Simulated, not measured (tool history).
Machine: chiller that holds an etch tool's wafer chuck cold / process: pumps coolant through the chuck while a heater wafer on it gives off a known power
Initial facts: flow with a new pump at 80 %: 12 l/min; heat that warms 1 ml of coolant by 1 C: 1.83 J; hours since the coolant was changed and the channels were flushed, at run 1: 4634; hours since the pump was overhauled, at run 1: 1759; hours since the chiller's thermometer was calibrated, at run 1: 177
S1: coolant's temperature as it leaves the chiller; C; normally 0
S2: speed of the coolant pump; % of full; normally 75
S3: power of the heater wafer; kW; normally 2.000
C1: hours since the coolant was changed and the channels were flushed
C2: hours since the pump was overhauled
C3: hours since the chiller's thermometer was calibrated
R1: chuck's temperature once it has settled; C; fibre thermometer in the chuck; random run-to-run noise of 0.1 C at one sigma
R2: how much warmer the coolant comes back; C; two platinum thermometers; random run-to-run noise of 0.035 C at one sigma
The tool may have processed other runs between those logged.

run 1 hour=0.0 | S1=0 S2=75 S3=2.000 | C1=4634 C2=1759 C3=177 | R1=29.9 R2=6.01
run 2 hour=35.7 | S1=0 S2=75 S3=2.000 | C1=4669 C2=1795 C3=213 | R1=29.9 R2=6.01
run 3 hour=104.5 | S1=0 S2=75 S3=2.000 | C1=4738 C2=1863 C3=282 | R1=30.1 R2=6.05
-- hour=135.8 coolant changed, channels flushed
run 4 hour=175.3 | S1=0 S2=75 S3=2.000 | C1=40 C2=1928 C3=347 | R1=26.5 R2=6.11
run 5 hour=214.2 | S1=6 S2=75 S3=2.000 | C1=78 C2=1967 C3=385 | R1=32.5 R2=6.10
run 6 hour=275.6 | S1=6 S2=75 S3=2.000 | C1=140 C2=2028 C3=447 | R1=32.6 R2=6.11
run 7 hour=334.5 | S1=6 S2=75 S3=2.000 | C1=199 C2=2087 C3=506 | R1=32.4 R2=6.09
run 8 hour=397.8 | S1=6 S2=75 S3=2.000 | C1=262 C2=2151 C3=569 | R1=32.6 R2=6.11
run 9 hour=428.2 | S1=6 S2=75 S3=2.000 | C1=292 C2=2181 C3=599 | R1=32.9 R2=6.17
run 10 hour=492.3 | S1=6 S2=75 S3=2.000 | C1=356 C2=2245 C3=663 | R1=32.9 R2=6.14
run 11 hour=549.5 | S1=6 S2=75 S3=2.247 | C1=414 C2=2302 C3=721 | R1=36.2 R2=6.85
run 12 hour=609.7 | S1=6 S2=75 S3=2.247 | C1=474 C2=2363 C3=781 | R1=36.3 R2=6.88
run 13 hour=655.5 | S1=6 S2=75 S3=2.247 | C1=520 C2=2408 C3=827 | R1=36.2 R2=6.91
run 14 hour=714.4 | S1=-8 S2=75 S3=2.000 | C1=579 C2=2467 C3=886 | R1=19.1 R2=6.14
run 15 hour=776.4 | S1=-8 S2=85 S3=2.000 | C1=641 C2=2529 C3=948 | R1=16.3 R2=5.44
run 16 hour=820.0 | S1=-7 S2=84 S3=1.977 | C1=684 C2=2573 C3=991 | R1=17.3 R2=5.43
run 17 hour=858.2 | S1=-7 S2=84 S3=1.977 | C1=722 C2=2611 C3=1029 | R1=17.3 R2=5.37
run 18 hour=911.6 | S1=0 S2=98 S3=2.455 | C1=776 C2=2664 C3=1083 | R1=26.6 R2=5.74
run 19 hour=940.9 | S1=0 S2=98 S3=2.455 | C1=805 C2=2694 C3=1112 | R1=26.3 R2=5.75
run 20 hour=983.0 | S1=4 S2=63 S3=1.742 | C1=847 C2=2736 C3=1154 | R1=31.7 R2=6.40
run 21 hour=1021.6 | S1=8 S2=66 S3=2.176 | C1=886 C2=2774 C3=1193 | R1=41.2 R2=7.67
run 22 hour=1058.7 | S1=8 S2=85 S3=2.950 | C1=923 C2=2812 C3=1230 | R1=44.3 R2=8.00
run 23 hour=1115.5 | S1=0 S2=65 S3=2.725 | C1=980 C2=2868 C3=1287 | R1=42.5 R2=9.76
run 24 hour=1158.9 | S1=-1 S2=96 S3=1.567 | C1=1023 C2=2912 C3=1330 | R1=16.6 R2=3.72
run 25 hour=1220.1 | S1=0 S2=75 S3=2.024 | C1=1084 C2=2973 C3=1391 | R1=27.8 R2=6.24
run 26 hour=1287.0 | S1=0 S2=95 S3=2.334 | C1=1151 C2=3040 C3=1458 | R1=26.3 R2=5.64
run 27 hour=1316.6 | S1=0 S2=61 S3=2.176 | C1=1181 C2=3069 C3=1488 | R1=36.2 R2=8.43
run 28 hour=1378.0 | S1=0 S2=95 S3=2.000 | C1=1242 C2=3131 C3=1549 | R1=22.5 R2=4.93
run 29 hour=1418.0 | S1=4 S2=71 S3=2.000 | C1=1282 C2=3171 C3=1589 | R1=33.0 R2=6.62

Consider 5 possible next runs. They are alternatives, not a sequence: every one starts from the tool as it was left by run 29. What does each give?
run A hour=1460.8 | S1=4 S2=68 S3=2.746 | C1=1325 C2=3214 C3=1632 | R1=? R2=?
run B hour=1460.8 | S1=3 S2=71 S3=2.000 | C1=1325 C2=3214 C3=1632 | R1=? R2=?
run C hour=1460.8 | S1=8 S2=83 S3=2.000 | C1=1325 C2=3214 C3=1632 | R1=? R2=?
run D hour=1460.8 | S1=4 S2=98 S3=2.310 | C1=1325 C2=3214 C3=1632 | R1=? R2=?
run E hour=1460.8 | S1=-2 S2=98 S3=2.206 | C1=1325 C2=3214 C3=1632 | R1=? R2=?

run=A R1=45.8 R2=9.47
run=B R1=32.2 R2=6.65
run=C R1=33.2 R2=5.62
run=D R1=29.2 R2=5.46
run=E R1=22.4 R2=5.23
Without the tool's unlogged condition, the same runs would have read:
run=A R1=42.5 R2=8.89
run=B R1=30.0 R2=6.24
run=C R1=31.4 R2=5.27
run=D R1=27.3 R2=5.12
run=E R1=20.6 R2=4.90

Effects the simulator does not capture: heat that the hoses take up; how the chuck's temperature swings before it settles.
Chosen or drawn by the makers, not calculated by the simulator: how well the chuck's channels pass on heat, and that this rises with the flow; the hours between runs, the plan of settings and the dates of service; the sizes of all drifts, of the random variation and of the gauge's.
